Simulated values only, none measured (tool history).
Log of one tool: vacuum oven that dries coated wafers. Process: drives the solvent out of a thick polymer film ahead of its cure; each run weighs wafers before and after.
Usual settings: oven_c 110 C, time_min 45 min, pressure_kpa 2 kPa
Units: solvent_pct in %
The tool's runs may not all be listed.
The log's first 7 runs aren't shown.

run     day  oven_c  time_min  pressure_kpa  solvent_pct
  8    4.85     110        45             2          3.3
  9     5.5     110        45          2.06          3.5
 10   6.267     110        45          2.06         3.48
 11   6.929     110        45          2.06          3.5
 12   7.662     110        45          1.17         3.12
 13   8.533     110        77          1.17         1.42
 14   9.458     110        41             2         3.81
 15  10.379     110        45             2         3.48
 16  11.046     110        45             2         3.51
 17  11.571     107        41          4.36         6.14
 18  12.067     107        41          4.36         6.29
 19    12.8     110        45          2.48         3.74
 20  13.671     110        52          1.96         2.86
 21  14.179     110        38             2         4.26
     14.329  -- vacuum gauge cleaned of residue and calibrated
 22  15.058     110        38             2         4.48
 23  15.762     117        41          1.78          2.2
 24  16.233     105        41          4.51         7.17
 25  16.888     105        41          4.51         7.05
     17.588  -- vacuum gauge cleaned of residue and calibrated, once more
 26   17.85     105        41          4.51         6.77
 27  18.721     105        41          4.51         7.02
 28  19.371     105        41          4.51         7.02
 29  20.021     112        45             2         2.82
 30  20.508     103        45          1.54         5.54
 31  21.129     103        45          1.54         5.51
 32  21.829      98        53          4.32         8.51

3 ways to go on from here, each from the tool as it stands after run 32. What would each give?
  A  22.621     106        74          6.43            ?
  B  22.621      96        75          2.29            ?
  C  22.621      98        53          2.47            ?

run  solvent_pct
  A         5.47
  B         5.92
  C         7.17
Without the tool's hidden state the same runs would have given:
run  solvent_pct
  A         5.04
  B         5.34
  C         6.58

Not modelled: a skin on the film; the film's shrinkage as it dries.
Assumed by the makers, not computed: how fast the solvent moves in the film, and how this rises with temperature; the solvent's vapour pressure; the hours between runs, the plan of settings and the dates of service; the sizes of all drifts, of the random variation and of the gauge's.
